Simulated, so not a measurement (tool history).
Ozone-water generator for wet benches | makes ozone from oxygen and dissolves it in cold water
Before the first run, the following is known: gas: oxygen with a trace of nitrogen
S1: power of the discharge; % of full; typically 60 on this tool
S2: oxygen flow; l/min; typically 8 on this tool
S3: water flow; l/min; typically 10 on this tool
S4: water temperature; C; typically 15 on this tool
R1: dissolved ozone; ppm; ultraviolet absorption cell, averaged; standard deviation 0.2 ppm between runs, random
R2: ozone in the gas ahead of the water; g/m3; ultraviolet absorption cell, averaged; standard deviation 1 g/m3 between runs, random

run,hour,S1,S2,S3,S4,R1,R2
1,0,60,8,10,15,28.5,174.3
2,67.4,60,7.28,10,15,29.6,184.7
3,110.5,60,7.28,10,15,29.4,183.5
4,170.5,60,10.65,10,15,26.8,149.2
5,218.1,60,10.65,10,15,26.8,150.1
6,258.1,60,10.65,10,15,26.7,148.7
7,310.7,60,8,7,15,35.1,171.1
8,346.5,60,8,12,15,26,174.4
9,414.2,60,8,12,15,25.5,173.3
10,451.5,60,8,12,15,26.1,172
11,481,60,8,12,15,26,173.1
12,539.5,60,8,10,15,29.2,174.9
13,603.4,60,8,10,15,28.9,172.4
14,635,60,8,10,15,28.9,172.1
15,696.8,60,8,10,15,28.7,172.5
16,759.7,60,8,10,15,28.9,171.7
17,804.4,86,7.09,7,16,45.6,238.4
18,857.2,86,7.09,9,16,39.5,239
19,905.5,44,8,6,15,29.5,136.9
20,955.5,44,12.56,6,15,25.3,108.2
21,993.7,75,12.56,12,15,27.5,159.2
22,1047.8,75,11.44,8,18,31.4,167.8
23,1086.2,75,11.44,8,18,31.8,168.3
24,1137.3,61,11.44,8,18,27.4,144.6
25,1172.3,61,4.28,15,18,22,242.7
26,1208.4,60,4.28,13,15,25.8,237.4
# hour 1262.5: contactor cleaned
27,1273.6,60,4.28,13,15,25.7,236.3
28,1306.8,60,4.28,13,15,26,237.4
29,1354.4,53,4.28,14,15,22.2,215
30,1408.8,80,12.93,12,15,28.5,164.1
31,1462.6,68,8,10,15,32,186
32,1522.1,48,6.08,10,12,27.4,165

Consider 3 possible next runs. They are alternatives, not a sequence: every one starts from the tool as it was left by run 32. What does each give?
A,1558.4,60,8.48,7,15,?,?
B,1558.4,44,9.74,7,15,?,?
C,1558.4,79,6.08,6,23,?,?

run,R1,R2
A,33.9,164.3
B,26,121.8
C,39.9,240.6
With no hidden state in the tool, these same runs would have given:
run,R1,R2
A,33.9,168.5
B,26,124.9
C,40,246.8
